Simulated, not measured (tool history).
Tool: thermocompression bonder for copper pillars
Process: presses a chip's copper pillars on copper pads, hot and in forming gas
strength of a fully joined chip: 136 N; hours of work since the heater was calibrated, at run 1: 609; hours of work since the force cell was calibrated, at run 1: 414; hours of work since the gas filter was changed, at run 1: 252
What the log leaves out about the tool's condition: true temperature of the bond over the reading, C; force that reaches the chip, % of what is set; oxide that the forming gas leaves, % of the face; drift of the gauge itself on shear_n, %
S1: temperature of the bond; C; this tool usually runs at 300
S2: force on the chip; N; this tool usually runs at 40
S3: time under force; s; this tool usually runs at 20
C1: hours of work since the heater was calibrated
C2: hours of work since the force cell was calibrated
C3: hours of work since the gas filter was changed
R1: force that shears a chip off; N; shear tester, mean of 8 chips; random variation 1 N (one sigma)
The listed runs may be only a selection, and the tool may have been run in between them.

run,hour,S1,S2,S3,C1,C2,C3,R1
1,0,300,40,20,609,414,252,81.2
# hour 58: forming gas filter changed
2,58,303,40,20,648,452,0,87.5
3,123.6,303,40,20,692,497,44,87.8
4,153.5,300,41,20,712,517,64,86.2
5,193.7,300,40,50,739,544,92,105.7
6,243.3,300,40,56,773,577,125,107
7,291.9,300,40,56,805,610,158,106.4
8,353.4,310,40,56,847,652,199,110.3
9,394,294,40,20,874,679,227,75.4
10,426.9,294,40,20,896,701,249,75.2
# hour 487.5: forming gas filter changed
11,493.1,300,40,20,941,746,4,83.3
12,532.5,300,40,20,967,772,30,82.9
13,582.4,300,40,20,1001,806,64,80.3
14,620.5,300,40,31,1027,832,90,92.7
15,673.8,300,27,31,1063,867,126,68.8
16,734.5,300,40,20,1104,908,167,78.1
17,786.7,321,50,20,1139,944,202,101.9
# hour 792.9: force cell calibrated
18,826.4,321,34,20,1165,23,228,87.4
19,853.1,321,34,20,1183,41,246,89.4
20,881.2,313,60,44,1202,60,265,119.4
# hour 918.3: forming gas filter changed
21,921.2,313,60,44,1228,86,2,127.5
22,978.5,287,40,20,1267,125,41,74
23,1037.7,287,40,20,1307,165,81,72.7
24,1096.1,287,40,20,1346,204,120,71.2
25,1161.8,287,40,20,1390,248,164,70.4
26,1211.6,281,26,20,1424,282,198,45.3
27,1265.5,281,57,20,1460,318,234,83.5
28,1317.2,281,57,20,1495,353,269,83.2
# hour 1350.3: forming gas filter changed
29,1375.6,281,57,20,1534,392,17,87.7
30,1438.4,303,49,19,1577,435,59,95.9
31,1504.1,308,37,25,1621,479,104,87

Forecast each of these 5 alternatives for the next run:
A,1533.8,316,30,25,1641,499,124,?
B,1533.8,283,26,17,1641,499,124,?
C,1533.8,327,37,15,1641,499,124,?
D,1533.8,324,40,38,1641,499,124,?
E,1533.8,277,40,20,1641,499,124,?

run,R1
A,81.8
B,43.7
C,90.1
D,111.7
E,60.7
What these runs would have given with no unlogged condition in the tool:
run,R1
A,92.5
B,51.8
C,100.8
D,120.9
E,70.9
